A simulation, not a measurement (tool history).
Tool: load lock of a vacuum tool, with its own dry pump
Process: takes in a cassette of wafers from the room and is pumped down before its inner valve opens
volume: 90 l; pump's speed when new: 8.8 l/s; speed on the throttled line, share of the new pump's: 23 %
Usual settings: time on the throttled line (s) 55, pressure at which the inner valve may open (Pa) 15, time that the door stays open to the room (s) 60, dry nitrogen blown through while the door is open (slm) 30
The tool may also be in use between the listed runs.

run      day  time on the throttled line (s)  pressure at which the inner valve may open (Pa)  time that the door stays open to the room (s)  dry nitrogen blown through while the door is open (slm)  incoming humidity of the room's air, %  time from the closed door until the inner valve may open (s)  rise of the pressure with all valves shut (Pa/min)
  1        0                              55                                               15                                             60                                                       30                                    46.2                                                         136.3                                               0.096
  2    6.696                              55                                               15                                             60                                                       30                                    45.1                                                         137.7                                               0.102
  3   13.571                              55                                               15                                             60                                                       30                                    44.2                                                         136.2                                               0.106
  4   18.162                              55                                               15                                             60                                                       30                                    44.7                                                         136.4                                               0.107
  5   22.567                              55                                               15                                             60                                                       30                                    45.4                                                         136.8                                               0.109
  6   29.221                              55                                               15                                             60                                                       30                                    45.8                                                         137.2                                                0.12
  7   35.046                              55                                               15                                             60                                                       30                                    43.6                                                         138.9                                               0.125
  8   40.425                              55                                               15                                             60                                                       30                                    43.6                                                         136.8                                               0.132
  9   45.367                              55                                               15                                             60                                                       30                                      44                                                         137.3                                               0.142
 10   52.433                              55                                               15                                             60                                                       30                                    43.7                                                         139.5                                                0.14
 11   57.142                              87                                               15                                             60                                                       30                                    42.2                                                         161.9                                                0.15
 12   61.808                              80                                               15                                             60                                                       30                                      42                                                         157.9                                               0.152
 13   68.008                              55                                               15                                             60                                                       30                                    43.9                                                         138.3                                                0.16
 14   75.383                              55                                               15                                             60                                                       30                                    43.6                                                         139.7                                                0.17
 15   78.779                              55                                               15                                             60                                                       30                                    41.4                                                         140.4                                               0.171
 16   83.679                              41                                               15                                             60                                                       30                                    44.5                                                         131.4                                               0.176
 17   87.579                              55                                               15                                             82                                                       30                                      46                                                         139.8                                               0.186
 18   90.829                              55                                               15                                             82                                                       30                                    43.1                                                         140.4                                               0.187
 19   98.217                              55                                               15                                             82                                                       30                                    46.5                                                         140.9                                               0.203
 20  101.208                              95                                               13                                            186                                                        4                                    47.2                                                         173.2                                                0.23
 21  108.008                             100                                               15                                            153                                                       30                                    47.8                                                         173.6                                               0.216
 22  112.442                             100                                               15                                             93                                                       37                                    46.1                                                         177.4                                               0.215
 23  116.829                              90                                               18                                             32                                                       24                                    44.6                                                         164.8                                               0.222
     118.088  -- door's seal changed, seat wiped
 24  122.233                              77                                               20                                            112                                                        8                                    43.7                                                         155.1                                               0.023
 25  127.521                              77                                               20                                            112                                                        8                                    45.1                                                         156.3                                               0.026
 26    131.9                              55                                               13                                             67                                                       30                                    44.7                                                         144.3                                               0.013
 27  139.058                              55                                               13                                            175                                                       13                                      45                                                         144.7                                               0.024
 28  144.542                              55                                               13                                            175                                                       13                                    46.7                                                         145.2                                                0.03
 29  151.588                              55                                               13                                            175                                                       13                                    41.5                                                         146.9                                               0.028
 30  156.183                              55                                               13                                             60                                                       38                                    45.9                                                         147.1                                               0.023
 31  161.975                              55                                               23                                            238                                                       38                                      44                                                         138.3                                               0.029
 32  168.108                             105                                               11                                             60                                                       12                                    46.7                                                         182.4                                               0.034
 33  174.746                             105                                               30                                             60                                                       35                                    44.2                                                         173.1                                               0.025
 34  178.888                              45                                               17                                             41                                                        8                                    46.6                                                         135.2                                               0.039
 35  183.196                              84                                               17                                             41                                                       16                                    43.4                                                           166                                                0.04
 36  187.596                              84                                               17                                             41                                                       16                                    44.2                                                         162.9                                               0.036

Forecast each of these 5 alternatives for the next run:
  A  194.433                              43                                               15                                             60                                                       30                                    47.2                                                             ?                                                   ?
  B  194.433                              84                                               21                                             77                                                       16                                    42.2                                                             ?                                                   ?
  C  194.433                              84                                               17                                             63                                                       42                                    43.3                                                             ?                                                   ?
  D  194.433                              37                                               17                                             82                                                        9                                    44.8                                                             ?                                                   ?
  E  194.433                              55                                               15                                            226                                                       35                                    43.3                                                             ?                                                   ?

run  time from the closed door until the inner valve may open (s)  rise of the pressure with all valves shut (Pa/min)
  A                                                         137.4                                                0.04
  B                                                         163.6                                               0.042
  C                                                         165.9                                               0.036
  D                                                         132.3                                                0.05
  E                                                         143.5                                               0.045
Without the tool's hidden state the same runs would have given:
run  time from the closed door until the inner valve may open (s)  rise of the pressure with all valves shut (Pa/min)
  A                                                         123.6                                                0.01
  B                                                         151.9                                               0.012
  C                                                         153.8                                               0.006
  D                                                         118.3                                               0.019
  E                                                         130.5                                               0.015
